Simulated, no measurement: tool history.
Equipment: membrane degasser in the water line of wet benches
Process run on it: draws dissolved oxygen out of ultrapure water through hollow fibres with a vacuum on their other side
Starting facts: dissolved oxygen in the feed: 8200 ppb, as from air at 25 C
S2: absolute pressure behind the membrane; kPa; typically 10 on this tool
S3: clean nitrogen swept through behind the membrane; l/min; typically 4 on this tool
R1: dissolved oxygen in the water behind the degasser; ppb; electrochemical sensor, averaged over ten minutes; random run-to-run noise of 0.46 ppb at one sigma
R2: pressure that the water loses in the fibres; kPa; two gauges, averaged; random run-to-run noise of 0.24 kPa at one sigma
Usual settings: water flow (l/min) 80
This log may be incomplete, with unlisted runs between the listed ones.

{"run": 1, "day": 0.0, "water flow (l/min)": 80, "S2": 10, "S3": 4, "R1": 296.9, "R2": 60.3}
{"day": 2.304, "done": "vacuum gauge calibrated"}
{"run": 2, "day": 5.033, "water flow (l/min)": 80, "S2": 10, "S3": 4, "R1": 295.9, "R2": 60.18}
{"run": 3, "day": 9.888, "water flow (l/min)": 80, "S2": 10, "S3": 4, "R1": 297.1, "R2": 60.59}
{"run": 4, "day": 18.842, "water flow (l/min)": 80, "S2": 10, "S3": 4, "R1": 296.3, "R2": 60.26}
{"run": 5, "day": 26.833, "water flow (l/min)": 80, "S2": 10, "S3": 4, "R1": 296.6, "R2": 60.6}
{"run": 6, "day": 34.579, "water flow (l/min)": 126, "S2": 10, "S3": 4, "R1": 437.4, "R2": 95.67}
{"run": 7, "day": 39.792, "water flow (l/min)": 80, "S2": 23.7, "S3": 4, "R1": 834.2, "R2": 60.77}
{"run": 8, "day": 43.642, "water flow (l/min)": 80, "S2": 22.4, "S3": 4, "R1": 784.2, "R2": 60.84}
{"run": 9, "day": 49.212, "water flow (l/min)": 80, "S2": 22.4, "S3": 4, "R1": 788, "R2": 61.03}
{"run": 10, "day": 55.533, "water flow (l/min)": 80, "S2": 22.4, "S3": 4, "R1": 787.9, "R2": 60.51}
{"run": 11, "day": 64.317, "water flow (l/min)": 80, "S2": 10, "S3": 9.99, "R1": 131.5, "R2": 60.46}
{"run": 12, "day": 72.562, "water flow (l/min)": 93, "S2": 15.6, "S3": 1.75, "R1": 1114.2, "R2": 70.44}
{"run": 13, "day": 78.979, "water flow (l/min)": 49, "S2": 15.6, "S3": 1.75, "R1": 688.5, "R2": 37.38}
{"run": 14, "day": 83.492, "water flow (l/min)": 49, "S2": 15.6, "S3": 1.75, "R1": 686.8, "R2": 36.84}
{"run": 15, "day": 92.329, "water flow (l/min)": 56, "S2": 17.3, "S3": 5.12, "R1": 349.3, "R2": 42.26}
{"run": 16, "day": 96.654, "water flow (l/min)": 56, "S2": 17.3, "S3": 5.12, "R1": 349, "R2": 42.5}
{"run": 17, "day": 102.229, "water flow (l/min)": 62, "S2": 18, "S3": 7.32, "R1": 289.9, "R2": 47.05}
{"run": 18, "day": 108.892, "water flow (l/min)": 62, "S2": 18, "S3": 7.32, "R1": 290.5, "R2": 47.22}

Branching from run 18: 5 alternative next runs. What would each branch give?
{"run": "A", "day": 117.433, "water flow (l/min)": 54, "S2": 10, "S3": 4, "R1": "?", "R2": "?"}
{"run": "B", "day": 117.433, "water flow (l/min)": 93, "S2": 18, "S3": 7.32, "R1": "?", "R2": "?"}
{"run": "C", "day": 117.433, "water flow (l/min)": 80, "S2": 17.5, "S3": 4, "R1": "?", "R2": "?"}
{"run": "D", "day": 117.433, "water flow (l/min)": 108, "S2": 18, "S3": 7.32, "R1": "?", "R2": "?"}
{"run": "E", "day": 117.433, "water flow (l/min)": 103, "S2": 14.7, "S3": 7.51, "R1": "?", "R2": "?"}

run=A R1=209.1 R2=40.75
run=B R1=420.9 R2=70.43
run=C R1=598.6 R2=60.36
run=D R1=481.8 R2=81.59
run=E R1=356 R2=77.82
Without the tool's hidden state the same runs would have given:
run=A R1=209 R2=40.72
run=B R1=420.8 R2=70.38
run=C R1=598.6 R2=60.32
run=D R1=481.8 R2=81.53
run=E R1=355.9 R2=77.77
